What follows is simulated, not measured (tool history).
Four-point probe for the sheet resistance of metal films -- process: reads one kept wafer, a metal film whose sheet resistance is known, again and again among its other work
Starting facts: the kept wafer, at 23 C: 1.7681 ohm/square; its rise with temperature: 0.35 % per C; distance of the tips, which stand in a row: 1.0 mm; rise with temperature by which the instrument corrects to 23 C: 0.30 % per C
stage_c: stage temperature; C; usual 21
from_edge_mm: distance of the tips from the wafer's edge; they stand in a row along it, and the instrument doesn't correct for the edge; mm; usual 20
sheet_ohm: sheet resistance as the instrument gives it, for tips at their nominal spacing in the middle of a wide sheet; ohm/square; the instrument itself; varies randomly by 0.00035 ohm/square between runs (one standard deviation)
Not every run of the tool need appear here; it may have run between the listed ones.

run,day,stage_c,from_edge_mm,sheet_ohm
1,0,21,20,1.777499
2,0.812,21,20,1.77749
3,1.488,18,20,1.774722
4,2.05,21,20,1.776831
5,2.738,21,20,1.777752
6,3.308,21,20,1.77779
7,3.675,21,20,1.777923
8,4.242,21,20,1.77765
9,4.671,21,20,1.777653
10,5.296,21,4,1.832729
11,6.042,21,4,1.833056
12,6.517,34,4,1.843625
13,6.971,21,20,1.776986
14,7.808,21,20,1.778003
15,8.617,21,20,1.77803
16,9.4,21,20,1.777819
17,9.867,21,20,1.777725
18,10.358,21,3,1.875125
19,10.871,21,3,1.87502
# day 10.962: stage's thermometer calibrated
20,11.629,21,3,1.876619
21,12.058,21,24,1.778212
22,12.462,23,3,1.878299
23,13.312,23,3,1.877559
24,13.796,25,5,1.817418
25,14.254,25,5,1.816957
26,14.688,23,36,1.779436
# day 14.8: stage's thermometer calibrated, once more
27,15.5,25,16,1.77931
28,16.204,25,16,1.779255
29,16.558,23,51,1.774109

Alternative continuations, all from the tool just after run 29; predict every row:
A,17.158,24,51,?
B,17.158,24,9,?
C,17.158,28,59,?
D,17.158,28,20,?
E,17.158,23,24,?

run,sheet_ohm
A,1.775917
B,1.787898
C,1.779121
D,1.781274
E,1.776062
With no hidden state in the tool, these same runs would have given:
run,sheet_ohm
A,1.769627
B,1.781568
C,1.772814
D,1.77496
E,1.769773

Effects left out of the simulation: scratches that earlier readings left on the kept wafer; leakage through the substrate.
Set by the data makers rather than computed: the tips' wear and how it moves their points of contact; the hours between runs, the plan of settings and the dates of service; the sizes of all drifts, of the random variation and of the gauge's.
